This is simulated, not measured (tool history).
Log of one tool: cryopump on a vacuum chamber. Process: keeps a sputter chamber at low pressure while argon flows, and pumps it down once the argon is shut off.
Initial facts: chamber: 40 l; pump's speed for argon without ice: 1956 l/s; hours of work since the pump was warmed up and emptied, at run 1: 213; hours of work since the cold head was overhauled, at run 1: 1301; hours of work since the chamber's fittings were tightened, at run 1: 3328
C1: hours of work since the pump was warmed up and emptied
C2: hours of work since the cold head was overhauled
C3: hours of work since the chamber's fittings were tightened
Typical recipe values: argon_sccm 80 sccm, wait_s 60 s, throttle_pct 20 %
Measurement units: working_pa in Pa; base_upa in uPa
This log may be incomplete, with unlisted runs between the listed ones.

run 1 hour=0.0 | argon_sccm=80 wait_s=60 throttle_pct=20 | C1=213 C2=1301 C3=3328 | working_pa=0.3645 base_upa=2.40
run 2 hour=40.2 | argon_sccm=80 wait_s=60 throttle_pct=20 | C1=248 C2=1335 C3=3362 | working_pa=0.3695 base_upa=2.45
run 3 hour=109.8 | argon_sccm=80 wait_s=60 throttle_pct=46 | C1=307 C2=1394 C3=3422 | working_pa=0.1852 base_upa=2.60
-- hour=147.0 pump warmed up, emptied and cooled again
run 4 hour=164.8 | argon_sccm=80 wait_s=60 throttle_pct=24 | C1=15 C2=1437 C3=3464 | working_pa=0.2915 base_upa=2.15
run 5 hour=238.5 | argon_sccm=80 wait_s=60 throttle_pct=24 | C1=78 C2=1500 C3=3527 | working_pa=0.2961 base_upa=2.35
run 6 hour=311.6 | argon_sccm=80 wait_s=60 throttle_pct=24 | C1=141 C2=1563 C3=3590 | working_pa=0.3026 base_upa=2.35
run 7 hour=388.5 | argon_sccm=80 wait_s=60 throttle_pct=37 | C1=207 C2=1629 C3=3656 | working_pa=0.2073 base_upa=2.45
run 8 hour=459.5 | argon_sccm=80 wait_s=60 throttle_pct=20 | C1=267 C2=1689 C3=3717 | working_pa=0.3783 base_upa=2.57
run 9 hour=523.3 | argon_sccm=80 wait_s=60 throttle_pct=20 | C1=322 C2=1744 C3=3771 | working_pa=0.3816 base_upa=2.82
-- hour=542.6 pump warmed up, emptied and cooled again
run 10 hour=592.3 | argon_sccm=80 wait_s=60 throttle_pct=20 | C1=43 C2=1799 C3=3826 | working_pa=0.3492 base_upa=2.27
run 11 hour=669.4 | argon_sccm=80 wait_s=60 throttle_pct=20 | C1=109 C2=1865 C3=3892 | working_pa=0.3541 base_upa=2.41
-- hour=685.7 leaking fittings of the chamber tightened, without venting
run 12 hour=740.8 | argon_sccm=80 wait_s=60 throttle_pct=20 | C1=168 C2=1924 C3=47 | working_pa=0.3627 base_upa=1.31
run 13 hour=804.8 | argon_sccm=35 wait_s=60 throttle_pct=20 | C1=223 C2=1979 C3=102 | working_pa=0.1629 base_upa=1.35
run 14 hour=887.3 | argon_sccm=35 wait_s=60 throttle_pct=20 | C1=293 C2=2049 C3=173 | working_pa=0.1654 base_upa=1.42
-- hour=940.7 pump warmed up, emptied and cooled again
run 15 hour=964.8 | argon_sccm=35 wait_s=60 throttle_pct=20 | C1=21 C2=2112 C3=235 | working_pa=0.1534 base_upa=1.36
run 16 hour=1003.3 | argon_sccm=35 wait_s=60 throttle_pct=20 | C1=54 C2=2144 C3=267 | working_pa=0.1534 base_upa=1.39
run 17 hour=1059.5 | argon_sccm=35 wait_s=93 throttle_pct=20 | C1=102 C2=2193 C3=316 | working_pa=0.1552 base_upa=1.01
run 18 hour=1099.9 | argon_sccm=71 wait_s=300 throttle_pct=20 | C1=136 C2=2227 C3=350 | working_pa=0.3192 base_upa=0.55
run 19 hour=1134.9 | argon_sccm=136 wait_s=60 throttle_pct=20 | C1=166 C2=2257 C3=380 | working_pa=0.6167 base_upa=1.49
run 20 hour=1213.9 | argon_sccm=35 wait_s=92 throttle_pct=44 | C1=234 C2=2325 C3=448 | working_pa=0.0796 base_upa=1.09
run 21 hour=1251.4 | argon_sccm=35 wait_s=92 throttle_pct=44 | C1=266 C2=2357 C3=480 | working_pa=0.0817 base_upa=1.10
-- hour=1331.7 pump warmed up, emptied and cooled again
run 22 hour=1331.7 | argon_sccm=39 wait_s=36 throttle_pct=38 | C1=0 C2=2421 C3=544 | working_pa=0.0894 base_upa=2.16
run 23 hour=1403.3 | argon_sccm=87 wait_s=171 throttle_pct=58 | C1=61 C2=2482 C3=605 | working_pa=0.1391 base_upa=0.72
run 24 hour=1468.9 | argon_sccm=48 wait_s=39 throttle_pct=44 | C1=117 C2=2539 C3=662 | working_pa=0.1026 base_upa=2.08
run 25 hour=1543.8 | argon_sccm=48 wait_s=39 throttle_pct=44 | C1=181 C2=2603 C3=726 | working_pa=0.1058 base_upa=2.21
run 26 hour=1625.7 | argon_sccm=121 wait_s=107 throttle_pct=32 | C1=252 C2=2673 C3=796 | working_pa=0.3701 base_upa=1.13
run 27 hour=1682.8 | argon_sccm=80 wait_s=61 throttle_pct=42 | C1=300 C2=2722 C3=845 | working_pa=0.1990 base_upa=1.69
-- hour=1724.3 pump warmed up, emptied and cooled again
run 28 hour=1736.7 | argon_sccm=80 wait_s=61 throttle_pct=42 | C1=11 C2=2763 C3=886 | working_pa=0.1692 base_upa=1.49
run 29 hour=1772.3 | argon_sccm=59 wait_s=52 throttle_pct=42 | C1=41 C2=2794 C3=917 | working_pa=0.1260 base_upa=1.70
run 30 hour=1806.4 | argon_sccm=59 wait_s=136 throttle_pct=35 | C1=70 C2=2823 C3=946 | working_pa=0.1515 base_upa=0.94
run 31 hour=1852.1 | argon_sccm=59 wait_s=136 throttle_pct=35 | C1=109 C2=2862 C3=985 | working_pa=0.1540 base_upa=0.98
run 32 hour=1928.4 | argon_sccm=125 wait_s=49 throttle_pct=16 | C1=175 C2=2927 C3=1050 | working_pa=0.7022 base_upa=1.86
run 33 hour=1988.2 | argon_sccm=125 wait_s=49 throttle_pct=16 | C1=226 C2=2979 C3=1102 | working_pa=0.7125 base_upa=2.05
run 34 hour=2062.5 | argon_sccm=159 wait_s=133 throttle_pct=16 | C1=289 C2=3042 C3=1165 | working_pa=0.9289 base_upa=1.17

Across each entry between runs, compare the hidden state at the last listed run before it with the hidden state at the first listed run after it:
Run 3 -> run 4: pump warmed up, emptied and cooled again (hour 147.0)
  pump's speed, % of a pump's without ice: 68.2 -> 97.4; cold plate's temperature, K: 12.46 -> 12.47; leak into the chamber, uPa l/s: 1951 -> 1972
  what was measured, less what the result would be without the hidden state, working_pa: +0.0334 -> +0.0025 Pa; base_upa: +1.33 -> +0.89 uPa
Run 9 -> run 10: pump warmed up, emptied and cooled again (hour 542.6)
  pump's speed, % of a pump's without ice: 65.6 -> 95.6; cold plate's temperature, K: 12.54 -> 12.55; leak into the chamber, uPa l/s: 2114 -> 2141
  what was measured, less what the result would be without the hidden state, working_pa: +0.0374 -> +0.0040 Pa; base_upa: +1.51 -> +1.00 uPa
Run 11 -> run 12: leaking fittings of the chamber tightened, without venting (hour 685.7)
  pump's speed, % of a pump's without ice: 88.6 -> 82.6; cold plate's temperature, K: 12.57 -> 12.58; leak into the chamber, uPa l/s: 2173 -> 341
  what was measured, less what the result would be without the hidden state, working_pa: +0.0097 -> +0.0156 Pa; base_upa: +1.12 -> +0.06 uPa
Run 14 -> run 15: pump warmed up, emptied and cooled again (hour 940.7)
  pump's speed, % of a pump's without ice: 69.1 -> 97.5; cold plate's temperature, K: 12.61 -> 12.62; leak into the chamber, uPa l/s: 404 -> 431
  what was measured, less what the result would be without the hidden state, working_pa: +0.0141 -> +0.0012 Pa; base_upa: +0.15 -> +0.08 uPa
Run 21 -> run 22: pump warmed up, emptied and cooled again (hour 1331.7)
  pump's speed, % of a pump's without ice: 71 -> 99.8; cold plate's temperature, K: 12.68 -> 12.7; leak into the chamber, uPa l/s: 547 -> 578
  what was measured, less what the result would be without the hidden state, working_pa: +0.0129 -> +0.0006 Pa; base_upa: +0.24 -> +0.15 uPa
Run 27 -> run 28: pump warmed up, emptied and cooled again (hour 1724.3)
  pump's speed, % of a pump's without ice: 67.6 -> 98.7; cold plate's temperature, K: 12.76 -> 12.77; leak into the chamber, uPa l/s: 714 -> 732
  what was measured, less what the result would be without the hidden state, working_pa: +0.0347 -> +0.0021 Pa; base_upa: +0.40 -> +0.24 uPa
